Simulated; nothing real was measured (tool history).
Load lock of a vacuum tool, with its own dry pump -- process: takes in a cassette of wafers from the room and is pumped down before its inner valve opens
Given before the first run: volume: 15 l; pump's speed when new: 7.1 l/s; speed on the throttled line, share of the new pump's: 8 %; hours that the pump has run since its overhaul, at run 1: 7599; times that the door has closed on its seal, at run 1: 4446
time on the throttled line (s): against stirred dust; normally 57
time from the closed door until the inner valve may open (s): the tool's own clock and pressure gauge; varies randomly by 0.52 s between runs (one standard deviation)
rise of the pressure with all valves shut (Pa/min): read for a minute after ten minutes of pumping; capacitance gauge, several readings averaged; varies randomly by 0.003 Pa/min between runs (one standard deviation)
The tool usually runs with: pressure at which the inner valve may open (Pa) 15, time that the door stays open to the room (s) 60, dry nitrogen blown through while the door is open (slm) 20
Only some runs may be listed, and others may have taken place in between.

run,hour,time on the throttled line (s),pressure at which the inner valve may open (Pa),time that the door stays open to the room (s),dry nitrogen blown through while the door is open (slm),hours that the pump has run since its overhaul,times that the door has closed on its seal,"incoming humidity of the room's air, %",time from the closed door until the inner valve may open (s),rise of the pressure with all valves shut (Pa/min)
1,0,57,15,60,20,7599,4446,44.5,72.1,0.068
2,100.7,57,15,60,20,7700,4816,45.1,72.9,0.066
3,316.6,57,15,60,20,7916,5607,45,73.9,0.066
4,536,57,15,201,20,8135,6412,44.7,72.4,0.092
5,681.4,57,21,201,20,8281,6945,46.8,71.4,0.106
6,900.6,57,15,60,30,8500,7749,45.3,73,0.069
7,1029.1,57,15,60,30,8628,8221,47.7,73.3,0.072
8,1221.3,57,15,60,30,8820,8926,47.8,72.2,0.077
9,1328.8,57,15,28,20,8928,9320,45.3,71.7,0.078
10,1470.3,57,15,28,20,9069,9839,46.1,73.1,0.078
11,1644,57,15,28,20,9243,10476,44.5,72.4,0.075
12,1765.7,57,15,28,20,9365,10923,44.6,72.8,0.078
13,1928.9,57,15,28,20,9528,11521,44.3,73.8,0.086
14,2080.3,39,15,28,20,9679,12077,44.9,56.5,0.089
15,2194.2,39,15,28,20,9793,12494,44,56.8,0.088
16,2360.1,39,15,28,20,9959,13103,42.9,56.6,0.094
17,2564.7,57,15,60,20,10164,13853,42.8,72.9,0.107
18,2734.9,36,17,60,8,10334,14478,42.1,53.8,0.127
19,2942,42,17,196,42,10541,15237,45.9,59.5,0.123
20,3061.8,57,15,178,6,10661,15677,48.3,74,0.186
21,3163.3,57,15,178,6,10762,16049,44.2,73.3,0.183
22,3275.7,89,18,218,20,10875,16461,43.8,102.3,0.154
23,3410.2,89,18,218,20,11009,16955,41.7,101.1,0.159
24,3604.4,93,15,25,45,11204,17667,46.7,106.2,0.12
25,3813.1,59,22,55,20,11412,18432,43.6,73.8,0.147
26,3987.4,42,15,220,20,11587,19072,48.2,60.8,0.18
27,4099.2,57,15,27,6,11698,19482,43.4,73.4,0.159
28,4251.6,57,15,158,35,11851,20041,45.2,73.2,0.166
29,4354.8,57,12,53,16,11954,20419,47.1,74.2,0.162

What does the tool deliver on the next run?
30,4547.9,57,12,53,16,12147,21128,51,?,?

{"run 30": {"time from the closed door until the inner valve may open (s)": 73.8, "rise of the pressure with all valves shut (Pa/min)": 0.176}}
Minus the tool's unlogged condition, the same run would have read time from the closed door until the inner valve may open (s) 71.1, rise of the pressure with all valves shut (Pa/min) 0.058.
